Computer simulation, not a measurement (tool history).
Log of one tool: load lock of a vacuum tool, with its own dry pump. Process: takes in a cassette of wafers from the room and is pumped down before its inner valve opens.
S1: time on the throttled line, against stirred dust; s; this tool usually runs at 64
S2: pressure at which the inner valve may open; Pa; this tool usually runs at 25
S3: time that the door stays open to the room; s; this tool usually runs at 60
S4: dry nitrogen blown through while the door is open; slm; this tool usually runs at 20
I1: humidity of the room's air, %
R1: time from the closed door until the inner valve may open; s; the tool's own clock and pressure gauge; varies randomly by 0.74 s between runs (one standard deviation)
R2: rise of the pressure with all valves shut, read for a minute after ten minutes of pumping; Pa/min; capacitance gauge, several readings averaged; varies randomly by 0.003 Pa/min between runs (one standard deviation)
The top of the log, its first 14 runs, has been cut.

Run 15, day 71.396: usual settings; I1 40.1. Result: R1 112.3 s, R2 0.037 Pa/min.
Run 16, day 78.388: usual settings; I1 45.6. Result: R1 112.8 s, R2 0.039 Pa/min.
Run 17, day 82.058: usual settings; I1 45.4. Result: R1 114.1 s, R2 0.035 Pa/min.
Run 18, day 88.521: usual settings but S2 32 Pa; I1 45.6. Result: R1 111.0 s, R2 0.040 Pa/min.
Run 19, day 93.175: usual settings but S1 55 s, S2 28 Pa; I1 41.4. Result: R1 106.1 s, R2 0.041 Pa/min.
Run 20, day 101.038: usual settings but S1 55 s, S2 22 Pa, S3 33 s; I1 47.4. Result: R1 106.3 s, R2 0.028 Pa/min.
Run 21, day 106.025: usual settings but S1 55 s, S2 22 Pa, S3 33 s; I1 44.9. Result: R1 105.3 s, R2 0.028 Pa/min.
Run 22, day 112.367: usual settings but S1 55 s, S2 22 Pa, S3 33 s; I1 45.6. Result: R1 106.8 s, R2 0.023 Pa/min.
Run 23, day 119.204: usual settings but S1 61 s, S3 95 s, S4 5 slm; I1 40.7. Result: R1 109.6 s, R2 0.067 Pa/min.
Run 24, day 122.904: usual settings but S1 61 s, S3 87 s, S4 11 slm; I1 42.0. Result: R1 110.5 s, R2 0.056 Pa/min.
Run 25, day 127.246: usual settings but S2 29 Pa, S3 191 s, S4 6 slm; I1 47.4. Result: R1 112.8 s, R2 0.114 Pa/min.
Run 26, day 131.825: usual settings but S2 29 Pa, S3 191 s, S4 6 slm; I1 45.1. Result: R1 111.7 s, R2 0.110 Pa/min.
Run 27, day 137.846: usual settings but S1 69 s, S2 29 Pa, S3 29 s, S4 29 slm; I1 46.3. Result: R1 116.6 s, R2 0.019 Pa/min.
Run 28, day 141.050: usual settings but S1 125 s, S4 29 slm; I1 41.9. Result: R1 161.5 s, R2 0.034 Pa/min.

The next listed run, before its measurement:
Run 29, day 145.412: usual settings but S2 20 Pa; I1 46.1. Result: R1 ?, R2 ?.

Run 29 yielded R1 114.6 s, R2 0.045 Pa/min.
Without the tool's hidden state the same run would have given R1 114.6 s, R2 0.044 Pa/min.
